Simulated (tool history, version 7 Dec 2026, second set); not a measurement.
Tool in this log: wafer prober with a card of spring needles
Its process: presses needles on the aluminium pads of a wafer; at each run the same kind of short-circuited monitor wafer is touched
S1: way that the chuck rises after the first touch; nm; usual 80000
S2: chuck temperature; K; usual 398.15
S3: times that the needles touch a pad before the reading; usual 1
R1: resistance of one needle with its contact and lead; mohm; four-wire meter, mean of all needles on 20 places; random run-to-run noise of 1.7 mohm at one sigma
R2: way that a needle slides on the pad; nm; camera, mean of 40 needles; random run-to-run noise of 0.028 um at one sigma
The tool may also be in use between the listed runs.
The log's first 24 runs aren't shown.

| run | hour | S1 | S2 | S3 | R1 | R2 |
|---|---|---|---|---|---|---|
|  | 606.9 | tips cleaned on abrasive film |
| 25 | 629.7 | 80000 | 398.15 | 2 | 225 | 12230 |
|  | 632.8 | tips cleaned on abrasive film |
|  | 659 | tips cleaned on abrasive film |
| 26 | 661.1 | 63000 | 398.15 | 1 | 208 | 9640 |
|  | 685.3 | tips cleaned on abrasive film |
| 27 | 697 | 91000 | 388.15 | 3 | 187 | 13920 |
|  | 710.9 | tips cleaned on abrasive film |
| 28 | 715.9 | 67000 | 398.15 | 2 | 211 | 10230 |
| 29 | 735.2 | 67000 | 398.15 | 2 | 251 | 10220 |
|  | 737.8 | tips cleaned on abrasive film |
| 30 | 754.1 | 67000 | 398.15 | 2 | 242 | 10160 |
|  | 764.9 | tips cleaned on abrasive film |
| 31 | 773.8 | 67000 | 336.15 | 1 | 257 | 10160 |
| 32 | 789.8 | 73000 | 398.15 | 1 | 290 | 11180 |
|  | 792.5 | tips cleaned on abrasive film |
| 33 | 806.2 | 73000 | 398.15 | 1 | 261 | 11050 |

Here are 3 independent what-if runs from the current tool condition. What would each one return?
|  | 818.5 | tips cleaned on abrasive film |
| A | 826.2 | 80000 | 325.15 | 1 | ? | ? |
|  | 818.5 | tips cleaned on abrasive film |
| B | 826.2 | 78000 | 342.15 | 1 | ? | ? |
|  | 818.5 | tips cleaned on abrasive film |
| C | 826.2 | 60000 | 398.15 | 2 | ? | ? |

| run | R1 | R2 |
|---|---|---|
| A | 224 | 12100 |
| B | 226 | 11790 |
| C | 233 | 9020 |
The same runs, with their run-to-run variation unchanged, on a tool lacking any hidden condition would have given:
| run | R1 | R2 |
|---|---|---|
| A | 156 | 12370 |
| B | 158 | 12060 |
| C | 171 | 9290 |
